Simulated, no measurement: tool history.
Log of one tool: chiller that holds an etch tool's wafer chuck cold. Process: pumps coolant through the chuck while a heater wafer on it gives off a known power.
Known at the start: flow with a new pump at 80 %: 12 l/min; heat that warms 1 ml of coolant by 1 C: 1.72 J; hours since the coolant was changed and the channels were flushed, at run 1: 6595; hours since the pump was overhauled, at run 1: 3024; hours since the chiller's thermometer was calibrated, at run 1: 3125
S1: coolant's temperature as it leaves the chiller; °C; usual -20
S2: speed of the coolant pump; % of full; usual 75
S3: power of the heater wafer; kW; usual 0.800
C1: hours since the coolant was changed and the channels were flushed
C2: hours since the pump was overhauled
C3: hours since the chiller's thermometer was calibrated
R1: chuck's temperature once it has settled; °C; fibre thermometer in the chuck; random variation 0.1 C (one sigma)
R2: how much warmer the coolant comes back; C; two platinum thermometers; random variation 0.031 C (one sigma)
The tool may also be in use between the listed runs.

run,hour,S1,S2,S3,C1,C2,C3,R1,R2
1,0.0,-20,75,0.800,6595,3024,3125,-11.0,2.51
2,56.5,-20,64,0.800,6652,3081,3181,-10.2,3.05
3,93.0,-20,86,0.800,6688,3117,3218,-12.1,2.30
4,157.6,-20,86,0.800,6753,3182,3282,-12.1,2.29
# hour 185.2: chiller's thermometer calibrated
5,230.5,-20,87,0.800,6825,3254,45,-12.4,2.26
6,305.6,-20,75,0.800,6900,3329,120,-11.3,2.62
7,369.0,-20,75,0.800,6963,3392,184,-11.4,2.67
8,438.4,-20,75,0.800,7033,3462,253,-11.4,2.60
# hour 487.6: chiller's thermometer calibrated, once more
9,490.6,-20,75,0.800,7084,3513,3,-10.9,2.63
10,563.4,-20,75,0.800,7157,3586,76,-11.0,2.64
11,626.4,-20,75,0.800,7220,3649,139,-10.8,2.59
12,676.5,-24,75,0.985,7270,3699,189,-12.9,3.22
13,726.2,-14,95,0.516,7319,3749,239,-8.9,1.36
14,758.0,-14,95,0.516,7351,3780,270,-9.1,1.40
15,802.0,-29,65,1.160,7395,3824,314,-14.2,4.43
16,873.7,-20,65,0.568,7467,3896,386,-12.9,2.14
17,946.0,-26,65,0.568,7539,3968,458,-19.0,2.20
18,985.3,-26,65,0.568,7579,4008,498,-18.9,2.21
19,1034.1,-25,75,0.787,7627,4056,547,-16.1,2.60
20,1084.2,-25,75,0.787,7677,4107,597,-15.9,2.61
21,1144.8,-25,75,0.787,7738,4167,657,-16.0,2.60

5 ways to go on from here, each from the tool as it stands after run 21. What would each give?
A,1215.2,-15,75,0.408,7808,4238,728,?,?
B,1215.2,-14,89,0.428,7808,4238,728,?,?
C,1215.2,-15,100,0.557,7808,4238,728,?,?
D,1215.2,-20,75,0.615,7808,4238,728,?,?
E,1215.2,-24,60,0.852,7808,4238,728,?,?

run,R1,R2
A,-10.3,1.39
B,-9.7,1.20
C,-9.6,1.43
D,-13.0,2.09
E,-12.4,3.51
Without the tool's hidden state the same runs would have given:
run,R1,R2
A,-10.9,1.30
B,-10.2,1.12
C,-10.3,1.33
D,-14.0,1.95
E,-14.1,3.27

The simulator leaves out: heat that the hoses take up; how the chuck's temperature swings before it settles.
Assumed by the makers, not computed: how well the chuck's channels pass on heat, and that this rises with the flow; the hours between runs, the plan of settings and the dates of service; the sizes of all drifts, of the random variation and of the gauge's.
